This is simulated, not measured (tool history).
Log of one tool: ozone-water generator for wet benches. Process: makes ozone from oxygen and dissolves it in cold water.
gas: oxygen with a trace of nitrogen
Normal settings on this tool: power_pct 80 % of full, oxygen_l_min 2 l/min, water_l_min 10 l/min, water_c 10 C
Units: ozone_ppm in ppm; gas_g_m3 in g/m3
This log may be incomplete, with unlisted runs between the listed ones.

| run | hour | power_pct | oxygen_l_min | water_l_min | water_c | ozone_ppm | gas_g_m3 |
|---|---|---|---|---|---|---|---|
| 1 | 0 | 80 | 2 | 10 | 10 | 26.4 | 235.5 |
| 2 | 96.5 | 80 | 2 | 10 | 10 | 26.4 | 237.7 |
| 3 | 185.8 | 80 | 2.75 | 10 | 10 | 26.1 | 190.3 |
| 4 | 262.7 | 45 | 2.75 | 10 | 10 | 17.9 | 128.8 |
| 5 | 420 | 80 | 2 | 10 | 10 | 26.4 | 235.1 |
| 6 | 570.8 | 80 | 2 | 7 | 10 | 34.9 | 233.7 |
| 7 | 726.5 | 80 | 2 | 10 | 10 | 26.1 | 232 |
| 8 | 855.5 | 80 | 2 | 10 | 10 | 26.1 | 232.2 |
|  | 952.2 | contactor cleaned |
| 9 | 1044.4 | 80 | 2 | 10 | 10 | 26.9 | 230.4 |
| 10 | 1123.9 | 80 | 2 | 10 | 10 | 27.3 | 230.7 |
| 11 | 1228.4 | 80 | 2 | 10 | 10 | 26.6 | 231.6 |
| 12 | 1373.1 | 45 | 2 | 10 | 12 | 17.8 | 157.1 |

Run 13 comes next. What will it give?
|  | 1485.5 | water thermometer calibrated |
| 13 | 1557.1 | 86 | 1.59 | 16 | 11 | ? | ? |

ozone_ppm: 18.1 ppm
gas_g_m3: 283.4 g/m3
Without the tool's hidden state the same run would have given ozone_ppm 19.1 ppm, gas_g_m3 298.7 g/m3.

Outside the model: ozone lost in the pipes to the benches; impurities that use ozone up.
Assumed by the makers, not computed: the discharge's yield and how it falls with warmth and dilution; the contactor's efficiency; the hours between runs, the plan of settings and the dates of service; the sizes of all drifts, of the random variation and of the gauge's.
